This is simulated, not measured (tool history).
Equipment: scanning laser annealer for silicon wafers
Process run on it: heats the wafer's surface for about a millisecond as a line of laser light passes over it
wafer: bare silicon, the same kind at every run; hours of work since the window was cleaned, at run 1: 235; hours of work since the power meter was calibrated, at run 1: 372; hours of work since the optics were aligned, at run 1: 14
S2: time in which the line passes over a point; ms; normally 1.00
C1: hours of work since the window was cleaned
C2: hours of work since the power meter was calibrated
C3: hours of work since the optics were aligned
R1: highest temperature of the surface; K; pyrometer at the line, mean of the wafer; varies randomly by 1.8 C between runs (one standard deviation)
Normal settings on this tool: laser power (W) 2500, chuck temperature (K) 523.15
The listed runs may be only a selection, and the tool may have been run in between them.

{"run": 1, "day": 0.0, "laser power (W)": 2500, "S2": 1.0, "chuck temperature (K)": 523.15, "C1": 235, "C2": 372, "C3": 14, "R1": 1248.15}
{"run": 2, "day": 1.496, "laser power (W)": 2500, "S2": 1.0, "chuck temperature (K)": 523.15, "C1": 259, "C2": 397, "C3": 38, "R1": 1251.15}
{"run": 3, "day": 2.854, "laser power (W)": 2500, "S2": 1.0, "chuck temperature (K)": 523.15, "C1": 282, "C2": 419, "C3": 61, "R1": 1251.15}
{"run": 4, "day": 4.062, "laser power (W)": 2432, "S2": 1.0, "chuck temperature (K)": 523.15, "C1": 302, "C2": 439, "C3": 81, "R1": 1226.15}
{"run": 5, "day": 5.754, "laser power (W)": 2324, "S2": 1.0, "chuck temperature (K)": 523.15, "C1": 330, "C2": 467, "C3": 109, "R1": 1191.15}
{"run": 6, "day": 7.617, "laser power (W)": 2324, "S2": 1.13, "chuck temperature (K)": 486.15, "C1": 360, "C2": 498, "C3": 139, "R1": 1192.15}
{"run": 7, "day": 9.533, "laser power (W)": 2557, "S2": 0.87, "chuck temperature (K)": 541.15, "C1": 392, "C2": 529, "C3": 171, "R1": 1239.15}
{"run": 8, "day": 11.496, "laser power (W)": 2557, "S2": 0.87, "chuck temperature (K)": 541.15, "C1": 424, "C2": 562, "C3": 203, "R1": 1240.15}
{"run": 9, "day": 12.458, "laser power (W)": 2500, "S2": 1.24, "chuck temperature (K)": 523.15, "C1": 440, "C2": 578, "C3": 219, "R1": 1327.15}
{"run": 10, "day": 14.071, "laser power (W)": 2162, "S2": 1.01, "chuck temperature (K)": 533.15, "C1": 467, "C2": 604, "C3": 246, "R1": 1151.15}

Predict each of these 4 candidate next runs independently; none follows another, all start after run 10:
{"run": "A", "day": 15.45, "laser power (W)": 2428, "S2": 1.0, "chuck temperature (K)": 523.15, "C1": 490, "C2": 627, "C3": 269, "R1": "?"}
{"run": "B", "day": 15.45, "laser power (W)": 2523, "S2": 0.71, "chuck temperature (K)": 544.15, "C1": 490, "C2": 627, "C3": 269, "R1": "?"}
{"run": "C", "day": 15.45, "laser power (W)": 2227, "S2": 0.86, "chuck temperature (K)": 560.15, "C1": 490, "C2": 627, "C3": 269, "R1": "?"}
{"run": "D", "day": 15.45, "laser power (W)": 2500, "S2": 0.81, "chuck temperature (K)": 530.15, "C1": 490, "C2": 627, "C3": 269, "R1": "?"}

run=A R1=1223.15
run=B R1=1165.15
run=C R1=1153.15
run=D R1=1188.15
With the hidden condition removed and each run's random variation left untouched, the same runs would have given:
run=A R1=1224.15
run=B R1=1165.15
run=C R1=1153.15
run=D R1=1188.15

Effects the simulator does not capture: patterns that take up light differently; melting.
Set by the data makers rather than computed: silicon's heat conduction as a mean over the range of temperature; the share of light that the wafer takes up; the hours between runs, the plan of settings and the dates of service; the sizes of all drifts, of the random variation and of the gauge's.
